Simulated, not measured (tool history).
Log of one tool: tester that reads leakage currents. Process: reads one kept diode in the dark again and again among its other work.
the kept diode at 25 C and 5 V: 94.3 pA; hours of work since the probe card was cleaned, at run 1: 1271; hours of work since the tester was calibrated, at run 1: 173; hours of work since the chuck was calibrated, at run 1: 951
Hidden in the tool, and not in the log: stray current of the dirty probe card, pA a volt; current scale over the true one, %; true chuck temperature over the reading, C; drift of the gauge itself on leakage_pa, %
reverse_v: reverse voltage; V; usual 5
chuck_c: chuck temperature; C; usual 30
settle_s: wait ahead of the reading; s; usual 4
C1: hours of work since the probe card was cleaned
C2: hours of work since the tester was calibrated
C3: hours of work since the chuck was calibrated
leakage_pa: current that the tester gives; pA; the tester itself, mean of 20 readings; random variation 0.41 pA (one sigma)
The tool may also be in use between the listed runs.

run 1 day=0 | reverse_v=5 chuck_c=30 settle_s=4 | C1=1271 C2=173 C3=951 | leakage_pa=134.17
run 2 day=0.892 | reverse_v=6.24 chuck_c=30 settle_s=4 | C1=1287 C2=189 C3=967 | leakage_pa=152.15
run 3 day=2.654 | reverse_v=5 chuck_c=30 settle_s=4 | C1=1319 C2=221 C3=999 | leakage_pa=133.86
run 4 day=4.246 | reverse_v=5 chuck_c=35 settle_s=4 | C1=1348 C2=250 C3=1028 | leakage_pa=185.57
run 5 day=5.417 | reverse_v=5 chuck_c=30 settle_s=4 | C1=1370 C2=272 C3=1049 | leakage_pa=134.05
-- day=5.662 chuck's temperature calibrated
run 6 day=6.388 | reverse_v=5 chuck_c=30 settle_s=4 | C1=1386 C2=288 C3=13 | leakage_pa=129.97
run 7 day=8.108 | reverse_v=5 chuck_c=30 settle_s=4 | C1=1417 C2=319 C3=45 | leakage_pa=129.57
-- day=9.325 chuck's temperature calibrated, once more
run 8 day=9.862 | reverse_v=5 chuck_c=38 settle_s=4 | C1=1448 C2=350 C3=10 | leakage_pa=240.83
run 9 day=11.646 | reverse_v=5 chuck_c=38 settle_s=4 | C1=1480 C2=382 C3=42 | leakage_pa=241.67
run 10 day=12.433 | reverse_v=5 chuck_c=56 settle_s=0.36 | C1=1494 C2=396 C3=57 | leakage_pa=736.62
run 11 day=13.879 | reverse_v=5 chuck_c=56 settle_s=0.36 | C1=1521 C2=423 C3=83 | leakage_pa=729.78
run 12 day=15.3 | reverse_v=5 chuck_c=58 settle_s=4 | C1=1547 C2=449 C3=109 | leakage_pa=822.77
run 13 day=16.262 | reverse_v=4.68 chuck_c=53 settle_s=6.83 | C1=1564 C2=466 C3=126 | leakage_pa=589.86
run 14 day=17.062 | reverse_v=4.68 chuck_c=21 settle_s=0.39 | C1=1579 C2=481 C3=141 | leakage_pa=78.28

3 ways to go on from here, each from the tool as it stands after run 14. What would each give?
run A day=18.125 | reverse_v=4.12 chuck_c=30 settle_s=0.85 | C1=1598 C2=500 C3=160 | leakage_pa=?
run B day=18.125 | reverse_v=5 chuck_c=26 settle_s=6.86 | C1=1598 C2=500 C3=160 | leakage_pa=?
run C day=18.125 | reverse_v=5 chuck_c=20 settle_s=4 | C1=1598 C2=500 C3=160 | leakage_pa=?

run=A leakage_pa=130.59
run=B leakage_pa=111.66
run=C leakage_pa=75.74
Without the tool's hidden state the same runs would have given:
run=A leakage_pa=123.13
run=B leakage_pa=101.96
run=C leakage_pa=65.53
